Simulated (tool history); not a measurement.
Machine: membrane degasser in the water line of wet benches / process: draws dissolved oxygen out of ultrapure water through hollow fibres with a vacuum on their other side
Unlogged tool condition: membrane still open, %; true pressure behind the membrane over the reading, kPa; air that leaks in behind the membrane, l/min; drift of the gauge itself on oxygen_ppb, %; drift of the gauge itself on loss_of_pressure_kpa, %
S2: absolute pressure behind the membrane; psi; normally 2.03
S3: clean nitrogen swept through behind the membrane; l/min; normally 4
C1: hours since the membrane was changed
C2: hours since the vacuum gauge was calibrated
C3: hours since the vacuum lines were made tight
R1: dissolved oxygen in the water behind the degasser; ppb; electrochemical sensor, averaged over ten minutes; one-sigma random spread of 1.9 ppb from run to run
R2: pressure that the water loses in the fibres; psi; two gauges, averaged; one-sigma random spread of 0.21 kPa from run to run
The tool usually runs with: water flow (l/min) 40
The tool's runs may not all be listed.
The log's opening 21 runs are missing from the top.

{"run": 22, "hour": 1130.3, "water flow (l/min)": 27, "S2": 4.35, "S3": 2.78, "C1": 1597, "C2": 1183, "C3": 346, "R1": 584, "R2": 4.988}
{"run": 23, "hour": 1192.4, "water flow (l/min)": 48, "S2": 2.31, "S3": 4, "C1": 1659, "C2": 1246, "C3": 408, "R1": 363.6, "R2": 8.862}
{"run": 24, "hour": 1243.9, "water flow (l/min)": 45, "S2": 1.65, "S3": 7.31, "C1": 1711, "C2": 1297, "C3": 459, "R1": 134.6, "R2": 8.392}
{"run": 25, "hour": 1317.8, "water flow (l/min)": 45, "S2": 1.65, "S3": 7.31, "C1": 1784, "C2": 1371, "C3": 533, "R1": 134.4, "R2": 8.35}
{"run": 26, "hour": 1380.6, "water flow (l/min)": 40, "S2": 3.02, "S3": 6.01, "C1": 1847, "C2": 1434, "C3": 596, "R1": 286.2, "R2": 7.439}
{"run": 27, "hour": 1420.3, "water flow (l/min)": 40, "S2": 3.02, "S3": 6.01, "C1": 1887, "C2": 1473, "C3": 636, "R1": 285.3, "R2": 7.414}
{"run": 28, "hour": 1451.8, "water flow (l/min)": 31, "S2": 2.99, "S3": 8.96, "C1": 1918, "C2": 1505, "C3": 667, "R1": 153.2, "R2": 5.783}
{"run": 29, "hour": 1512.1, "water flow (l/min)": 40, "S2": 2.03, "S3": 2.85, "C1": 1979, "C2": 1565, "C3": 727, "R1": 353.3, "R2": 7.404}
{"run": 30, "hour": 1587.1, "water flow (l/min)": 40, "S2": 2.03, "S3": 2.85, "C1": 2054, "C2": 1640, "C3": 802, "R1": 350.1, "R2": 7.42}
{"run": 31, "hour": 1658.3, "water flow (l/min)": 28, "S2": 1.86, "S3": 1.95, "C1": 2125, "C2": 1711, "C3": 874, "R1": 317.5, "R2": 5.224}
{"run": 32, "hour": 1728.8, "water flow (l/min)": 49, "S2": 2.05, "S3": 5.62, "C1": 2195, "C2": 1782, "C3": 944, "R1": 239.3, "R2": 9.142}

Each row is a separate what-if for the run after 32, all from the same tool condition, not one after another. Results?
{"run": "A", "hour": 1771.9, "water flow (l/min)": 26, "S2": 3.81, "S3": 11.42, "C1": 2238, "C2": 1825, "C3": 987, "R1": "?", "R2": "?"}
{"run": "B", "hour": 1771.9, "water flow (l/min)": 49, "S2": 2.05, "S3": 2.54, "C1": 2238, "C2": 1825, "C3": 987, "R1": "?", "R2": "?"}
{"run": "C", "hour": 1771.9, "water flow (l/min)": 42, "S2": 4.54, "S3": 8.07, "C1": 2238, "C2": 1825, "C3": 987, "R1": "?", "R2": "?"}
{"run": "D", "hour": 1771.9, "water flow (l/min)": 25, "S2": 2.03, "S3": 8.52, "C1": 2238, "C2": 1825, "C3": 987, "R1": "?", "R2": "?"}

run=A R1=134 R2=4.809
run=B R1=470.1 R2=9.129
run=C R1=353.5 R2=7.826
run=D R1=83 R2=4.659
The same runs, with their run-to-run variation unchanged, on a tool lacking any hidden condition would have given:
run=A R1=132 R2=4.722
run=B R1=462.8 R2=8.963
run=C R1=349.6 R2=7.684
run=D R1=81.2 R2=4.574
